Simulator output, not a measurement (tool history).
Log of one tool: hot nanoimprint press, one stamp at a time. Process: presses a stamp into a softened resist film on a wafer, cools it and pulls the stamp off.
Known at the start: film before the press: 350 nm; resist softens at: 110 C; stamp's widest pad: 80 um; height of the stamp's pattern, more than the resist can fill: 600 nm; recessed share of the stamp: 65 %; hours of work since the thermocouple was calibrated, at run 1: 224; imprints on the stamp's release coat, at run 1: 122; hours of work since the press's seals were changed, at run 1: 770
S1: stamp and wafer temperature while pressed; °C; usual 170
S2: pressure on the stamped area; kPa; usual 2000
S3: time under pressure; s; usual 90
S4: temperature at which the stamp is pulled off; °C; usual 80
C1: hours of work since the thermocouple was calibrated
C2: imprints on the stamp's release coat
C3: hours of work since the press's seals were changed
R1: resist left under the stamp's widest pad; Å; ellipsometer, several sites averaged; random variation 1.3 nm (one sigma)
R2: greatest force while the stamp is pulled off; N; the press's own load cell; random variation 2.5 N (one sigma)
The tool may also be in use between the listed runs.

Run 1, day 0.000: usual settings; C1 224; C2 122; C3 770. Result: R1 2131 Å, R2 223 N.
Run 2, day 1.662: usual settings; C1 247; C2 288; C3 793. Result: R1 2128 Å, R2 225 N.
Run 3, day 5.067: usual settings; C1 294; C2 627; C3 841. Result: R1 2174 Å, R2 230 N.
Run 4, day 8.012: usual settings but S2 2730 kPa; C1 335; C2 921; C3 882. Result: R1 1957 Å, R2 236 N.
At day 9.021: stamp cleaned and given a new release coat.
Run 5, day 11.596: usual settings but S3 74 s; C1 381; C2 257; C3 928. Result: R1 2311 Å, R2 227 N.
Run 6, day 13.596: usual settings but S3 74 s; C1 409; C2 456; C3 956. Result: R1 2323 Å, R2 231 N.
At day 16.500: press's hydraulic seals changed and the load cell set to zero.
Run 7, day 16.546: usual settings; C1 445; C2 717; C3 1. Result: R1 2179 Å, R2 236 N.
Run 8, day 18.567: usual settings; C1 473; C2 918; C3 29. Result: R1 2210 Å, R2 241 N.
At day 19.696: stamp cleaned and given a new release coat.
Run 9, day 21.242: usual settings; C1 507; C2 154; C3 62. Result: R1 2222 Å, R2 226 N.
At day 21.621: plate thermocouple calibrated.
Run 10, day 24.729: usual settings but S2 1920 kPa; C1 43; C2 489; C3 109. Result: R1 2072 Å, R2 228 N.
Run 11, day 27.421: usual settings but S2 1920 kPa; C1 80; C2 757; C3 146. Result: R1 2062 Å, R2 235 N.
Run 12, day 29.021: usual settings; C1 103; C2 916; C3 169. Result: R1 2083 Å, R2 239 N.
At day 30.104: stamp cleaned and given a new release coat.
Run 13, day 30.946: usual settings; C1 126; C2 84; C3 192. Result: R1 2097 Å, R2 224 N.
Run 14, day 33.942: usual settings; C1 168; C2 383; C3 233. Result: R1 2064 Å, R2 225 N.
Run 15, day 36.429: usual settings but S1 176 °C, S2 2050 kPa, S3 52 s, S4 83 °C; C1 202; C2 630; C3 268. Result: R1 1949 Å, R2 223 N.
Run 16, day 39.700: usual settings but S1 159 °C, S2 2050 kPa, S3 96 s, S4 86 °C; C1 248; C2 956; C3 313. Result: R1 2961 Å, R2 220 N.
At day 40.504: stamp cleaned and given a new release coat.
Run 17, day 41.483: usual settings but S1 159 °C, S2 2050 kPa, S3 96 s, S4 86 °C; C1 269; C2 97; C3 335. Result: R1 2951 Å, R2 208 N.
Run 18, day 43.892: usual settings but S1 180 °C, S4 83 °C; C1 302; C2 337; C3 368. Result: R1 1380 Å, R2 223 N.
Run 19, day 46.679: usual settings but S1 180 °C, S4 83 °C; C1 341; C2 614; C3 407. Result: R1 1407 Å, R2 226 N.
Run 20, day 49.192: usual settings but S1 163 °C, S2 1770 kPa, S3 91 s, S4 82 °C; C1 376; C2 865; C3 442. Result: R1 2816 Å, R2 231 N.
At day 50.754: stamp cleaned and given a new release coat.
Run 21, day 52.850: usual settings but S1 160 °C, S3 104 s, S4 86 °C; C1 423; C2 209; C3 489. Result: R1 2930 Å, R2 214 N.

Forecast run 22:
Run 22, day 55.804: usual settings but S1 160 °C, S2 1380 kPa, S3 104 s, S4 86 °C; C1 464; C2 504; C3 530. Result: R1 ?, R2 ?.

Run 22 gave R1 3057 Å, R2 215 N.
Without the tool's hidden state the same run would have given R1 2957 Å, R2 202 N.
